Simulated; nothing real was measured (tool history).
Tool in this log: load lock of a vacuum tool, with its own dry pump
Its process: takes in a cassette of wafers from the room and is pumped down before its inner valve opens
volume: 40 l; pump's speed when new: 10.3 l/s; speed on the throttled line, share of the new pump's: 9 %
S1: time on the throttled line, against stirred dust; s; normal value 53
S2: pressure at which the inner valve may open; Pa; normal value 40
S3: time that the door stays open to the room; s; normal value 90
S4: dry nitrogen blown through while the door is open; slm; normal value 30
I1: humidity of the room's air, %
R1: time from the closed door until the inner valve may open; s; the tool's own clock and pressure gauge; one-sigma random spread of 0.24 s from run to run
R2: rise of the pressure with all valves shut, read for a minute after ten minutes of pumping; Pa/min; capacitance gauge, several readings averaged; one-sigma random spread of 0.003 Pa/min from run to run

run,hour,S1,S2,S3,S4,I1,R1,R2
1,0,53,40,90,30,44.6,80.9,0.055
2,155.4,53,40,90,30,45.2,80.4,0.059
3,283.2,28,40,90,30,48.8,58.4,0.065
4,391.6,53,40,90,30,45.1,80.9,0.059
5,514.1,53,40,69,30,43.3,81,0.05
6,612.8,53,40,90,30,45.1,80.9,0.065
7,703.9,53,40,90,30,45.5,81.1,0.064
8,824.1,53,40,90,30,45.2,81.2,0.061
9,906.4,53,40,90,30,45.2,80.4,0.065
10,972.3,53,40,90,30,45.3,80.5,0.058
11,1050.7,53,40,90,30,45.4,80.9,0.063
12,1138.5,53,40,30,30,46.3,81.1,0.044
13,1293.5,53,40,30,30,45.6,81.1,0.049
14,1409.2,53,40,90,30,42.4,81,0.072
15,1523.2,93,40,90,30,45.5,117.7,0.062
16,1602.6,93,40,90,30,45.5,117.1,0.066
17,1755,53,40,90,30,42.3,81.7,0.064
18,1892.1,53,40,90,30,46.7,81,0.07
19,1994.3,64,40,90,30,45.1,90.9,0.071
20,2100.8,64,38,33,26,42.3,91.6,0.05
21,2252.7,75,73,33,26,46.3,98.3,0.062
22,2401.2,27,40,90,40,45.1,58.1,0.07
23,2525.1,41,40,55,30,46.1,70.8,0.066
24,2608.9,53,40,55,7,44.3,81.1,0.088
25,2737.9,53,36,145,7,44.3,81.8,0.128
26,2806.6,54,31,145,7,44.5,83.7,0.127
27,2871.8,63,29,32,30,45.7,91.6,0.059
28,2963,63,29,32,30,45.2,92,0.055
29,3073.8,63,36,32,5,40.5,90.8,0.071
30,3201.3,33,60,32,5,45.3,61.3,0.081
31,3264.8,60,49,41,6,41.6,86.8,0.075
32,3395.2,60,49,41,6,45,86.7,0.082
33,3527.1,38,43,99,9,45.9,67.3,0.109
34,3648.1,38,43,99,9,46.8,67.6,0.119
35,3763.1,53,34,137,30,42.7,82,0.086
36,3905.3,53,34,137,30,44.8,82.3,0.09
37,3969.9,84,60,58,6,47,107.4,0.103

Branching from run 37: 3 alternative next runs. What would each branch give?
A,4098.8,64,60,58,4,44.2,?,?
B,4098.8,53,40,90,11,44.5,?,?
C,4098.8,56,40,90,30,42.7,?,?

run,R1,R2
A,89.6,0.106
B,81.4,0.102
C,84.2,0.083
Without the tool's hidden state the same runs would have given:
run,R1,R2
A,87.3,0.065
B,78.7,0.062
C,81.6,0.044

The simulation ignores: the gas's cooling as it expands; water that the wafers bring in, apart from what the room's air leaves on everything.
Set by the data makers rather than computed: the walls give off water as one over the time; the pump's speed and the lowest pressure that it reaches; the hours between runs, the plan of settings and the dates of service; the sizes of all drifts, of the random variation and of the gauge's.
